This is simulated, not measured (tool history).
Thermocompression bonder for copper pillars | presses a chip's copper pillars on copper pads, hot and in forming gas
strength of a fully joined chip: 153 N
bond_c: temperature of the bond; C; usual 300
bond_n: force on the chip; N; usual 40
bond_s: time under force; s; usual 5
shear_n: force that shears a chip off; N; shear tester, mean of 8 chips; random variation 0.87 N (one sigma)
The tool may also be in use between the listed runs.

{"run": 1, "hour": 0.0, "bond_c": 300, "bond_n": 40, "bond_s": 5, "shear_n": 64.5}
{"run": 2, "hour": 7.3, "bond_c": 300, "bond_n": 40, "bond_s": 5, "shear_n": 66.7}
{"run": 3, "hour": 17.8, "bond_c": 278, "bond_n": 40, "bond_s": 5, "shear_n": 46.1}
{"run": 4, "hour": 24.7, "bond_c": 278, "bond_n": 40, "bond_s": 5, "shear_n": 46.4}
{"run": 5, "hour": 34.1, "bond_c": 278, "bond_n": 40, "bond_s": 5, "shear_n": 47}
{"run": 6, "hour": 47.1, "bond_c": 278, "bond_n": 40, "bond_s": 5, "shear_n": 45.3}
{"run": 7, "hour": 53.7, "bond_c": 300, "bond_n": 40, "bond_s": 5, "shear_n": 64.9}
{"run": 8, "hour": 66.0, "bond_c": 300, "bond_n": 40, "bond_s": 5, "shear_n": 62.8}
{"run": 9, "hour": 79.9, "bond_c": 300, "bond_n": 40, "bond_s": 5, "shear_n": 63.5}
{"run": 10, "hour": 96.0, "bond_c": 300, "bond_n": 40, "bond_s": 5, "shear_n": 62.3}
{"run": 11, "hour": 109.0, "bond_c": 300, "bond_n": 33, "bond_s": 5, "shear_n": 58}
{"run": 12, "hour": 120.4, "bond_c": 300, "bond_n": 33, "bond_s": 5, "shear_n": 57.7}
{"run": 13, "hour": 133.8, "bond_c": 283, "bond_n": 40, "bond_s": 5, "shear_n": 49}
{"run": 14, "hour": 143.0, "bond_c": 300, "bond_n": 40, "bond_s": 5, "shear_n": 62.2}
{"run": 15, "hour": 159.1, "bond_c": 300, "bond_n": 40, "bond_s": 5, "shear_n": 62.8}
{"run": 16, "hour": 173.2, "bond_c": 300, "bond_n": 40, "bond_s": 5, "shear_n": 61.7}
{"run": 17, "hour": 189.4, "bond_c": 301, "bond_n": 40, "bond_s": 4, "shear_n": 57}
{"run": 18, "hour": 201.7, "bond_c": 274, "bond_n": 42, "bond_s": 13, "shear_n": 62.5}
{"run": 19, "hour": 209.2, "bond_c": 274, "bond_n": 42, "bond_s": 13, "shear_n": 58.5}
{"run": 20, "hour": 222.2, "bond_c": 278, "bond_n": 32, "bond_s": 8, "shear_n": 46.4}
{"run": 21, "hour": 230.9, "bond_c": 273, "bond_n": 40, "bond_s": 15, "shear_n": 61.5}
{"run": 22, "hour": 238.8, "bond_c": 273, "bond_n": 40, "bond_s": 15, "shear_n": 60.7}
{"run": 23, "hour": 246.1, "bond_c": 289, "bond_n": 47, "bond_s": 12, "shear_n": 75.2}
{"run": 24, "hour": 256.1, "bond_c": 283, "bond_n": 47, "bond_s": 6, "shear_n": 53.9}
{"run": 25, "hour": 263.2, "bond_c": 283, "bond_n": 47, "bond_s": 6, "shear_n": 54.6}
{"run": 26, "hour": 277.2, "bond_c": 327, "bond_n": 36, "bond_s": 6, "shear_n": 83.8}
{"run": 27, "hour": 292.5, "bond_c": 279, "bond_n": 41, "bond_s": 6, "shear_n": 46.3}
{"run": 28, "hour": 308.4, "bond_c": 279, "bond_n": 41, "bond_s": 6, "shear_n": 46.7}
{"run": 29, "hour": 322.7, "bond_c": 285, "bond_n": 40, "bond_s": 3, "shear_n": 37.2}
{"run": 30, "hour": 336.6, "bond_c": 276, "bond_n": 30, "bond_s": 11, "shear_n": 45.6}
{"run": 31, "hour": 347.8, "bond_c": 277, "bond_n": 34, "bond_s": 5, "shear_n": 35.2}

Measured less the same run without the tool's hidden state. The same run-to-run variation is in both; the gauge's scatter may not be:
The hidden state here: true temperature of the bond over the reading, C; force that reaches the chip, % of what is set; oxide that the forming gas leaves, % of the face; drift of the gauge itself on shear_n, %.
run=1 shear_n=-5.3
run=2 shear_n=-5.6
run=3 shear_n=-4.8
run=4 shear_n=-5
run=5 shear_n=-5.2
run=6 shear_n=-5.4
run=7 shear_n=-6.7
run=8 shear_n=-6.7
run=9 shear_n=-7.3
run=10 shear_n=-7.5
run=11 shear_n=-7.4
run=12 shear_n=-7.8
run=13 shear_n=-7.5
run=14 shear_n=-8.9
run=15 shear_n=-9.4
run=16 shear_n=-9.6
run=17 shear_n=-9.4
run=18 shear_n=-11.1
run=19 shear_n=-10.6
run=20 shear_n=-9
run=21 shear_n=-11.9
run=22 shear_n=-11.9
run=23 shear_n=-13.5
run=24 shear_n=-11.2
run=25 shear_n=-11.6
run=26 shear_n=-14.5
run=27 shear_n=-10.8
run=28 shear_n=-11.1
run=29 shear_n=-9.5
run=30 shear_n=-12
run=31 shear_n=-9.9

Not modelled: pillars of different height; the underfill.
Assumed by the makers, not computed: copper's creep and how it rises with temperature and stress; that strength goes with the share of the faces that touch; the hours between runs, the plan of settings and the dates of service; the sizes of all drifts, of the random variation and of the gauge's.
